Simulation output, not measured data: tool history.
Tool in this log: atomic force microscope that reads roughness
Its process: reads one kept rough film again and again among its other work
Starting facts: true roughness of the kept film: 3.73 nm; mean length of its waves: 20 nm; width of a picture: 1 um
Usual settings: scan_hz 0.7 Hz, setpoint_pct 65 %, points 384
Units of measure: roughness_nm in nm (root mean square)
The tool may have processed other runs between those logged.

run    hour  scan_hz  setpoint_pct  points  roughness_nm
  1       0      0.7            65     384         1.785
  2    39.9      0.7            65     384         1.403
  3    77.7      0.7            65     384         2.027
  4   101.5      0.7            65     384         1.696
  5   133.9      0.7            65     384          1.38
  6   176.4    0.547            65     384         1.993
  7   197.3    0.547            65     384         1.705
  8   236.9    0.547            65     346         2.589
  9   259.7      0.7            65     384         2.058
 10   292.7      0.7            65     384         1.603
 11   331.3      0.7            65     384         2.622
 12   375.1      0.7            65     524         1.809
 13   414.4      0.7            65     524         1.405
 14   437.9      0.7            65     524         2.287
 15   468.7      0.7            65     524         1.801
 16   503.6      0.7            87     384         1.335
 17   535.2      0.7            65     384         2.192
 18   555.1      0.7            65     384         1.894
 19   585.6    0.829            59     636         1.576
 20   605.9    0.829            88     674          1.29
 21   629.4    0.829            88     674         2.063
 22   649.5    3.119            65     583         1.744
 23   696.1    1.173            65     271         1.353
 24     716    1.173            65     271         2.243
 25   755.3    3.013            62     384         1.636
 26   789.9    3.013            89     288         0.997
 27   828.8    2.458            89     288          1.47
 28   869.7    1.041            81     288         1.351
 29   893.4    1.041            81     288          2.38
 30   927.6    1.191            78     545         1.793
 31   964.1    1.191            78     645         1.435
 32   984.5    1.191            78     645         2.449
 33  1013.1    1.191            78     645         1.876
 34  1050.2    1.476            62     384         1.478
 35  1070.3    1.476            62     456         1.311
 36  1115.9    1.104            62     410         1.841

Not shown here: 12 entries made in the log between runs. Locate each between two listed runs and compare the hidden state at the listed run before it with the hidden state at the listed run after it:
Runs 2 to 3: new tip fitted (hour 50.5)
  radius of the tip, nm: 41.9 -> 20.5; height scale over the true one, %: 0.24 -> 0.25
  measured less the result without the state, roughness_nm: -1.204 -> -0.565 nm (root mean square)
Runs 5 to 6: new tip fitted (hour 144.9)
  radius of the tip, nm: 42.7 -> 21.9; height scale over the true one, %: 0.27 -> 0.28
  measured less the result without the state, roughness_nm: -1.203 -> -0.634 nm (root mean square)
Runs 7 to 8: new tip fitted (hour 236.8)
  radius of the tip, nm: 29.9 -> 10.4; height scale over the true one, %: 0.29 -> 0.3
  measured less the result without the state, roughness_nm: -0.911 -> -0.022 nm (root mean square)
Runs 10 to 11: new tip fitted (hour 331.3)
  radius of the tip, nm: 33.2 -> 10; height scale over the true one, %: 0.32 -> 0.33
  measured less the result without the state, roughness_nm: -0.992 -> +0.009 nm (root mean square)
Runs 13 to 14: new tip fitted (hour 422.6)
  radius of the tip, nm: 42.4 -> 15.5; height scale over the true one, %: 0.35 -> 0.36
  measured less the result without the state, roughness_nm: -1.22 -> -0.329 nm (root mean square)
Runs 16 to 17: new tip fitted (hour 516.6)
  radius of the tip, nm: 41.3 -> 17.3; height scale over the true one, %: 0.38 -> 0.39
  measured less the result without the state, roughness_nm: -1.118 -> -0.422 nm (root mean square)
Runs 20 to 21: new tip fitted (hour 610.8)
  radius of the tip, nm: 43.3 -> 16.7; height scale over the true one, %: 0.41 -> 0.42
  measured less the result without the state, roughness_nm: -1.148 -> -0.363 nm (root mean square)
Runs 23 to 24: new tip fitted (hour 705.1)
  radius of the tip, nm: 42.3 -> 14.8; height scale over the true one, %: 0.44 -> 0.45
  measured less the result without the state, roughness_nm: -1.169 -> -0.275 nm (root mean square)
Runs 26 to 27: new tip fitted (hour 798.3)
  radius of the tip, nm: 42.7 -> 22.1; height scale over the true one, %: 0.47 -> 0.48
  measured less the result without the state, roughness_nm: -0.861 -> -0.472 nm (root mean square)
Runs 28 to 29: new tip fitted (hour 892.8)
  radius of the tip, nm: 39.1 -> 10.5; height scale over the true one, %: 0.49 -> 0.5
  measured less the result without the state, roughness_nm: -1.044 -> -0.017 nm (root mean square)
Runs 31 to 32: new tip fitted (hour 984.5)
  radius of the tip, nm: 37.1 -> 10.4; height scale over the true one, %: 0.52 -> 0.53
  measured less the result without the state, roughness_nm: -1.033 -> -0.016 nm (root mean square)
Runs 35 to 36: new tip fitted (hour 1077.5)
  radius of the tip, nm: 45.8 -> 25.7; height scale over the true one, %: 0.56 -> 0.57
  measured less the result without the state, roughness_nm: -1.252 -> -0.761 nm (root mean square)

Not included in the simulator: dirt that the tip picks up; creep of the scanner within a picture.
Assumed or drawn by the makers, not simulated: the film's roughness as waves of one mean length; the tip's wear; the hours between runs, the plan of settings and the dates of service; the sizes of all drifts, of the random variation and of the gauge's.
